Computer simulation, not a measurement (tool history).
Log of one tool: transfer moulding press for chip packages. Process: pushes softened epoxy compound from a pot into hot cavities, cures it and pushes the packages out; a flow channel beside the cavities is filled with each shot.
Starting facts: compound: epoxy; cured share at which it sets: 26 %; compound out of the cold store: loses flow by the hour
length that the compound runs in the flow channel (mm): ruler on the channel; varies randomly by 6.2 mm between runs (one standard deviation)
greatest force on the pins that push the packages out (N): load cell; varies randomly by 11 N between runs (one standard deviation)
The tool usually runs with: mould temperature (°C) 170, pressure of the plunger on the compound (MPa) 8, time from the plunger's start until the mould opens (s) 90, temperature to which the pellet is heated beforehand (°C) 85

run	hour	mould temperature (°C)	pressure of the plunger on the compound (MPa)	time from the plunger's start until the mould opens (s)	temperature to which the pellet is heated beforehand (°C)	incoming compound's hours out of the cold store	length that the compound runs in the flow channel (mm)	greatest force on the pins that push the packages out (N)
1	0	170	8	90	85	17.2	677	495
2	15.5	170	8	90	85	30.8	630	629
3	22.3	170	8	80	85	15.4	685	925
4	30.4	170	8	90	85	8.9	705	779
5	44.6	170	8	90	85	21.2	659	813
6	52.3	170	8	90	85	38.5	595	814
7	61.4	170	8	90	85	29.6	623	880
8	70.7	170	8	75	85	40.7	595	1269
# hour 77.7: cavities cleaned with cleaning compound and waxed
9	86.9	170	8	90	85	22.3	652	581
10	94	170	8	90	77	18.3	660	667
11	100.6	170	8	90	77	8.4	694	749
12	109.9	170	8	126	77	46.8	569	585
13	120.5	170	8	126	77	25.1	631	632
14	127.5	170	8	90	85	11.1	677	863
# hour 130.7: mould's thermocouples calibrated
15	142	175	8	90	85	30.7	600	717
16	154.5	175	8	90	85	42.4	571	727
# hour 157: cavities cleaned with cleaning compound and waxed
17	168.4	170	6.74	90	80	18.2	595	618
# hour 172.2: mould's thermocouples calibrated, once more
18	181.8	170	9.97	85	80	9.2	766	845
19	188.6	170	8	90	94	10.6	687	739
20	202.1	170	8	90	94	19.4	637	779
21	215.4	170	8.21	90	92	30.7	615	837
22	224.5	170	6.09	90	82	36.3	512	895
# hour 236.2: cavities cleaned with cleaning compound and waxed
23	241.2	170	6.09	90	82	41.8	487	525
24	251.8	168	9.67	80	75	44.8	616	901
25	259.8	172	8.26	94	81	35.4	593	597
# hour 268.7: plunger's sealing rings changed
26	276.2	170	9.94	76	85	32.8	703	1106
27	286.9	163	8	90	93	46.2	603	1176
28	296.6	163	6.11	90	80	28.3	565	1369
29	304.6	163	9.48	90	80	16.7	760	1454

3 options for the next run, each taken on its own from the tool as it stands now. Forecast them:
# hour 316.3: cavities cleaned with cleaning compound and waxed
A	316.4	166	8	90	85	24.3	?	?
# hour 316.3: cavities cleaned with cleaning compound and waxed
B	316.4	170	8	108	85	25.5	?	?
# hour 316.3: cavities cleaned with cleaning compound and waxed
C	316.4	172	9.48	90	76	11.9	?	?

run	length that the compound runs in the flow channel (mm)	greatest force on the pins that push the packages out (N)
A	661	611
B	647	390
C	759	463
Stripped of hidden state, with their random variation kept, the same runs would have yielded:
run	length that the compound runs in the flow channel (mm)	greatest force on the pins that push the packages out (N)
A	669	613
B	654	386
C	767	462
